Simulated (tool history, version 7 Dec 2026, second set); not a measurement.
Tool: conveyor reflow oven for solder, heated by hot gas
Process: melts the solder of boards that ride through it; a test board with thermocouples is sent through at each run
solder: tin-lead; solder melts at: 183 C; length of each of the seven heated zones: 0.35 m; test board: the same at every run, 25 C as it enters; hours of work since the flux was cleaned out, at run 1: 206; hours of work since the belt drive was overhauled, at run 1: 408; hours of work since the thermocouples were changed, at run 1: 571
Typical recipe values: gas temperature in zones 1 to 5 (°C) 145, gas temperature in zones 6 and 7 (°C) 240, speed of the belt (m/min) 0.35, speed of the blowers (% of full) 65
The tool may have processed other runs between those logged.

run   hour  gas temperature in zones 1 to 5 (°C)  gas temperature in zones 6 and 7 (°C)  speed of the belt (m/min)  speed of the blowers (% of full)  hours of work since the flux was cleaned out  hours of work since the belt drive was overhauled  hours of work since the thermocouples were changed  highest temperature of the board (°C)  time above the solder's melting point (s)
  1      0                                   145                                    240                       0.35                                65                                           206                                                408                                                 571                                  230.7                                      109.2
  2   44.3                                   145                                    240                       0.35                                65                                           225                                                427                                                 590                                  230.6                                      110.1
      82.9  -- flux residue cleaned out of gas plates and filters
  3     89                                   145                                    240                       0.35                                65                                             3                                                444                                                 607                                  229.7                                      108.9
  4  129.3                                   145                                    240                       0.35                                65                                            20                                                461                                                 624                                  229.4                                      108.5
  5  169.7                                   145                                    240                       0.35                                65                                            37                                                478                                                 641                                  229.8                                      108.5
     194.7  -- flux residue cleaned out of gas plates and filters, once more
  6  216.5                                   145                                    240                       0.35                                65                                             9                                                496                                                 659                                  231.9                                        110
  7  287.9                                   145                                    240                       0.35                                65                                            39                                                526                                                 689                                  231.8                                      110.7
  8  351.1                                   145                                    240                       0.35                                65                                            66                                                553                                                 716                                  231.9                                      111.6
  9  411.8                                   145                                    240                       0.35                                65                                            92                                                579                                                 741                                  231.8                                      110.3
 10  460.6                                   145                                    240                       0.35                                65                                           113                                                599                                                 762                                  231.6                                      110.9
 11  526.8                                   145                                    242                       0.35                                65                                           141                                                627                                                 790                                  233.2                                      113.3
 12  567.8                                   145                                    242                       0.38                                65                                           158                                                645                                                 808                                  230.3                                      101.3
 13  625.1                                   152                                    242                       0.38                                58                                           182                                                669                                                 832                                  230.7                                        106
 14  678.1                                   145                                    229                       0.35                                58                                           205                                                692                                                 854                                  219.9                                      101.9
 15  713.1                                   145                                    232                       0.35                                61                                           220                                                706                                                 869                                  223.1                                      103.2
     768.8  -- flux residue cleaned out of gas plates and filters
 16    772                                   145                                    232                       0.35                                61                                             1                                                729                                                 892                                  224.3                                      105.2
 17    831                                   145                                    249                       0.35                                79                                            26                                                754                                                 917                                  242.7                                      119.4
 18  872.1                                   145                                    249                      0.353                                79                                            44                                                772                                                 934                                  242.3                                      117.7
 19  923.4                                   145                                    249                      0.353                                79                                            66                                                793                                                 956                                  242.1                                      117.1
 20  968.3                                   145                                    249                      0.353                                79                                            85                                                812                                                 975                                  242.6                                      117.4

Some steps in highest temperature of the board (°C) between neighbouring runs. How much of each would the tool show without its hidden state too (settings, what came in, random variation), and how much is left for the hidden state, with any gauge scatter that isn't in both results?
Unlogged tool condition in this case: heat that the gas passes to the board, % of a clean oven's; belt's true speed, % of the reading; true gas temperature in zones 6 and 7 over the reading, C; drift of the gauge itself on peak_c, C; drift of the gauge itself on liquid_s, %.
Run 5 -> 6: flux residue cleaned out of gas plates and filters, once more. highest temperature of the board (°C) +2.1: hidden state +2.4, all else -0.3.
Run 13 -> 14: gas temperature in zones 1 to 5 (°C) 152 -> 145, gas temperature in zones 6 and 7 (°C) 242 -> 229, speed of the belt (m/min) 0.38 -> 0.35. highest temperature of the board (°C) -10.8: hidden state +0, all else -10.8.
Run 15 -> 16: flux residue cleaned out of gas plates and filters. highest temperature of the board (°C) +1.2: hidden state +1.2, all else +0.
Run 16 -> 17: gas temperature in zones 6 and 7 (°C) 232 -> 249, speed of the blowers (% of full) 61 -> 79. highest temperature of the board (°C) +18.4: hidden state -0.1, all else +18.5.

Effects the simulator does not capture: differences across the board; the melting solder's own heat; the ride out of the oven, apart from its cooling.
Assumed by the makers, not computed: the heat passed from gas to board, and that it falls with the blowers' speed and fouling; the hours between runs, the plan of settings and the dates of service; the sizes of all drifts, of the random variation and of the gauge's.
